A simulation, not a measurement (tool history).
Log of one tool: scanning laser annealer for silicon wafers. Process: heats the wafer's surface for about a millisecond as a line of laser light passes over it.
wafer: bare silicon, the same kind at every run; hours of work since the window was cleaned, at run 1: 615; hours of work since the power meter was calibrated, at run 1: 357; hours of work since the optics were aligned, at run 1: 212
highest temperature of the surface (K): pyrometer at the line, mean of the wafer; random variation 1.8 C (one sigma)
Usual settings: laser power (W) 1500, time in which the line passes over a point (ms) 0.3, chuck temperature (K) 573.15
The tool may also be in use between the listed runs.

run	day	laser power (W)	time in which the line passes over a point (ms)	chuck temperature (K)	hours of work since the window was cleaned	hours of work since the power meter was calibrated	hours of work since the optics were aligned	highest temperature of the surface (K)
1	0	1500	0.3	573.15	615	357	212	1287.15
2	1.138	1500	0.3	602.15	627	369	225	1316.15
3	2.45	1500	0.3	573.15	641	383	239	1284.15
4	3.412	1500	0.3	573.15	651	393	249	1286.15
5	4.571	1500	0.3	573.15	664	406	262	1285.15
6	5.483	1500	0.3	573.15	674	416	271	1282.15
7	7.675	1500	0.268	573.15	697	439	295	1243.15
8	9.246	1500	0.268	573.15	714	456	312	1242.15
9	10.579	1500	0.268	573.15	729	471	326	1237.15
10	12.554	1310	0.3	573.15	750	492	347	1200.15
# day 13.133: window over the wafer cleaned
11	13.992	1310	0.3	573.15	9	506	362	1208.15
12	15.525	1310	0.3	594.15	26	523	379	1228.15
13	17.375	1310	0.3	594.15	46	543	399	1226.15
14	19.154	1407	0.3	573.15	65	562	418	1248.15
15	21.304	1407	0.3	534.15	88	585	441	1208.15
16	23.375	1600	0.3	567.15	110	607	463	1325.15
17	25.617	1600	0.3	567.15	134	632	487	1327.15
18	27.046	1325	0.281	565.15	150	647	503	1180.15
19	28.246	1340	0.281	596.15	163	660	516	1220.15
20	30.104	1453	0.348	574.15	183	680	536	1328.15
21	31.912	1453	0.348	574.15	202	699	555	1327.15
22	33.392	1453	0.348	574.15	218	715	571	1323.15
23	35.454	1462	0.258	573.15	240	738	593	1215.15
24	37.158	1500	0.232	583.15	259	756	612	1209.15
25	38.2	1436	0.327	608.15	270	767	623	1328.15
26	39.662	1436	0.327	608.15	286	783	639	1329.15
27	41.696	1436	0.327	608.15	308	805	661	1325.15

5 ways to go on from here, each from the tool as it stands after run 27. What would each give?
A	43.646	1516	0.327	608.15	329	826	681	?
B	43.646	1314	0.3	573.15	329	826	681	?
C	43.646	1500	0.344	568.15	329	826	681	?
D	43.646	1633	0.3	563.15	329	826	681	?
E	43.646	1468	0.268	608.15	329	826	681	?

run	highest temperature of the surface (K)
A	1361.15
B	1205.15
C	1332.15
D	1334.15
E	1269.15
Without the tool's hidden state the same runs would have given:
run	highest temperature of the surface (K)
A	1371.15
B	1214.15
C	1343.15
D	1345.15
E	1279.15
